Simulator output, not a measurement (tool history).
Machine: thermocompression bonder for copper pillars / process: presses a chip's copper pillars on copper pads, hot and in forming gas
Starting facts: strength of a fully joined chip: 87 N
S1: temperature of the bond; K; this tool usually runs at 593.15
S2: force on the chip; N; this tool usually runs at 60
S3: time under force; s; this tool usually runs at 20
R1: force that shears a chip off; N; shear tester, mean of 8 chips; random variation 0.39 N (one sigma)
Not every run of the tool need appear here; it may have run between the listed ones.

{"run": 1, "hour": 0.0, "S1": 593.15, "S2": 60, "S3": 20, "R1": 40.3}
{"run": 2, "hour": 51.8, "S1": 593.15, "S2": 60, "S3": 20, "R1": 39.4}
{"run": 3, "hour": 80.8, "S1": 593.15, "S2": 45, "S3": 20, "R1": 31.8}
{"run": 4, "hour": 138.2, "S1": 593.15, "S2": 45, "S3": 20, "R1": 30.4}
{"hour": 202.6, "done": "forming gas filter changed"}
{"run": 5, "hour": 205.0, "S1": 593.15, "S2": 45, "S3": 20, "R1": 33.5}
{"run": 6, "hour": 270.1, "S1": 593.15, "S2": 45, "S3": 20, "R1": 32.1}
{"run": 7, "hour": 325.0, "S1": 593.15, "S2": 60, "S3": 33, "R1": 45.7}
{"run": 8, "hour": 368.9, "S1": 593.15, "S2": 60, "S3": 20, "R1": 37.8}
{"run": 9, "hour": 428.1, "S1": 593.15, "S2": 60, "S3": 20, "R1": 36.2}
{"hour": 443.5, "done": "forming gas filter changed"}
{"run": 10, "hour": 473.0, "S1": 607.15, "S2": 60, "S3": 20, "R1": 44.6}
{"run": 11, "hour": 517.0, "S1": 607.15, "S2": 60, "S3": 20, "R1": 44.0}
{"run": 12, "hour": 576.3, "S1": 607.15, "S2": 60, "S3": 20, "R1": 42.4}
{"hour": 602.5, "done": "heater calibrated with a thermocouple chip"}
{"run": 13, "hour": 646.2, "S1": 607.15, "S2": 60, "S3": 20, "R1": 37.6}
{"hour": 687.2, "done": "forming gas filter changed"}
{"run": 14, "hour": 715.0, "S1": 593.15, "S2": 60, "S3": 23, "R1": 39.2}
{"run": 15, "hour": 761.3, "S1": 593.15, "S2": 60, "S3": 23, "R1": 38.9}
{"run": 16, "hour": 823.5, "S1": 593.15, "S2": 60, "S3": 20, "R1": 34.7}
{"run": 17, "hour": 862.0, "S1": 593.15, "S2": 60, "S3": 20, "R1": 34.6}
{"run": 18, "hour": 895.3, "S1": 593.15, "S2": 60, "S3": 20, "R1": 34.1}
{"hour": 925.2, "done": "forming gas filter changed"}
{"run": 19, "hour": 949.9, "S1": 593.15, "S2": 60, "S3": 20, "R1": 37.8}

Run 20 comes next. What will it give?
{"hour": 954.2, "done": "force cell calibrated"}
{"run": 20, "hour": 997.1, "S1": 593.15, "S2": 60, "S3": 20, "R1": "?"}

Run 20 yielded R1 34.8 N.
The same run, on a tool lacking any hidden state, would have yielded R1 39.3 N.
